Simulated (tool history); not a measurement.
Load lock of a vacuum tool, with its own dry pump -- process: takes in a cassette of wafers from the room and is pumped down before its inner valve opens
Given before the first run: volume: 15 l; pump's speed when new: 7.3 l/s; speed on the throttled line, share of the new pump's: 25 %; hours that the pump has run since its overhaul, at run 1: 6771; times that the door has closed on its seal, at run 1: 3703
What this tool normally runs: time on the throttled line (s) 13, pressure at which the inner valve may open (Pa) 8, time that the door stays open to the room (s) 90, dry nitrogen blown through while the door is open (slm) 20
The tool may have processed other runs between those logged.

run	hour	time on the throttled line (s)	pressure at which the inner valve may open (Pa)	time that the door stays open to the room (s)	dry nitrogen blown through while the door is open (slm)	hours that the pump has run since its overhaul	times that the door has closed on its seal	incoming humidity of the room's air, %	time from the closed door until the inner valve may open (s)	rise of the pressure with all valves shut (Pa/min)
1	0.0	13	8	90	20	6771	3703	46.7	30.9	0.086
2	86.0	13	8	90	20	6857	3866	45.3	30.6	0.087
3	147.2	13	8	90	20	6918	3982	46.3	30.9	0.090
4	243.4	13	8	90	20	7014	4164	44.2	31.4	0.090
5	287.1	13	13	90	20	7058	4247	47.0	29.9	0.090
6	361.2	13	13	90	20	7132	4387	44.9	30.3	0.086
7	430.3	13	13	90	20	7201	4518	45.2	30.4	0.096
8	481.0	20	13	90	20	7252	4614	44.5	34.5	0.088
9	567.4	20	13	90	20	7338	4778	45.6	35.3	0.095
10	649.6	20	13	90	20	7420	4933	46.3	35.1	0.095
11	723.4	20	13	65	20	7494	5073	46.1	34.9	0.083
12	808.8	20	13	65	20	7579	5235	40.8	35.0	0.079
13	872.7	13	15	89	17	7643	5356	45.2	29.6	0.103
14	914.7	8	13	199	12	7685	5436	48.6	26.2	0.167
15	988.8	13	8	90	12	7759	5576	44.1	31.8	0.111
16	1033.4	26	8	112	20	7804	5661	48.3	40.8	0.107
17	1131.8	19	10	45	11	7902	5847	46.9	34.6	0.092
18	1199.9	19	10	45	11	7970	5976	45.5	35.9	0.086
19	1253.1	13	8	74	38	8024	6077	48.0	30.5	0.088
20	1321.1	13	8	74	38	8092	6206	45.7	31.2	0.084
21	1379.1	22	8	74	38	8150	6316	48.6	38.2	0.084

Consider 5 possible next runs. They are alternatives, not a sequence: every one starts from the tool as it was left by run 21. What does each give?
A	1453.7	22	8	39	5	8224	6457	46.4	?	?
B	1453.7	23	8	161	20	8224	6457	45.2	?	?
C	1453.7	22	8	74	5	8224	6457	44.2	?	?
D	1453.7	22	7	76	38	8224	6457	46.7	?	?
E	1453.7	8	9	74	38	8224	6457	47.7	?	?

run	time from the closed door until the inner valve may open (s)	rise of the pressure with all valves shut (Pa/min)
A	38.0	0.104
B	38.8	0.127
C	37.4	0.119
D	38.3	0.087
E	27.5	0.093
The same runs, with their run-to-run variation unchanged, on a tool lacking any hidden condition would have given:
run	time from the closed door until the inner valve may open (s)	rise of the pressure with all valves shut (Pa/min)
A	36.2	0.056
B	37.0	0.080
C	35.6	0.072
D	36.4	0.040
E	25.2	0.046

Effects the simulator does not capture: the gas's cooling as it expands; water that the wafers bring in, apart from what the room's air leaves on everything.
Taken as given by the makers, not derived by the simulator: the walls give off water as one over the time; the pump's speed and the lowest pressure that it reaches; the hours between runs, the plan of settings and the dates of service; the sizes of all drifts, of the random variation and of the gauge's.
